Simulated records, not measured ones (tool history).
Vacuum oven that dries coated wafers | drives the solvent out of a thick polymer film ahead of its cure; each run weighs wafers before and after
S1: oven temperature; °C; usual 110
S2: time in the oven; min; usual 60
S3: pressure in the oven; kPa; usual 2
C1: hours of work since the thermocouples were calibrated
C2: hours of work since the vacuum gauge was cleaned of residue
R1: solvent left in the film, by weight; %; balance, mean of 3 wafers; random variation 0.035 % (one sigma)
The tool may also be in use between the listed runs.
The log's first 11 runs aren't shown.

run   hour   S1  S2    S3   C1   C2    R1
 12  239.8   99  60     2  698  590   4.4
 13  258.1  110  31     2  706  598  4.15
 14  274.7  110  60  3.66  714  605  3.37
 15  292.6  110  60  4.68  722  613  4.06
 16  308.8   97  60     2  729  621  4.98
 17  330.2  110  60  1.05  739  630   1.5
 18  346.5  110  60  1.05  746  638  1.49
 19  372.5  110  60  1.05  758  650  1.51
 20  404.3  110  60  1.05  772  664  1.58
 21    424  110  60  3.49  781  673   3.2
 22  439.5  110  60  3.49  788  680   3.2
 23  465.2  110  60  3.49  800  691   3.3
 24  493.1  110  60  3.49  812  704  3.24
 25  514.3  110  60  3.49  822  714  3.28

The next listed run, before its measurement:
 26  537.4  103  60  2.74  832  724   ?

{"run 26": {"R1": 4.14}}
Without the tool's hidden state the same run would have given R1 3.7 %.

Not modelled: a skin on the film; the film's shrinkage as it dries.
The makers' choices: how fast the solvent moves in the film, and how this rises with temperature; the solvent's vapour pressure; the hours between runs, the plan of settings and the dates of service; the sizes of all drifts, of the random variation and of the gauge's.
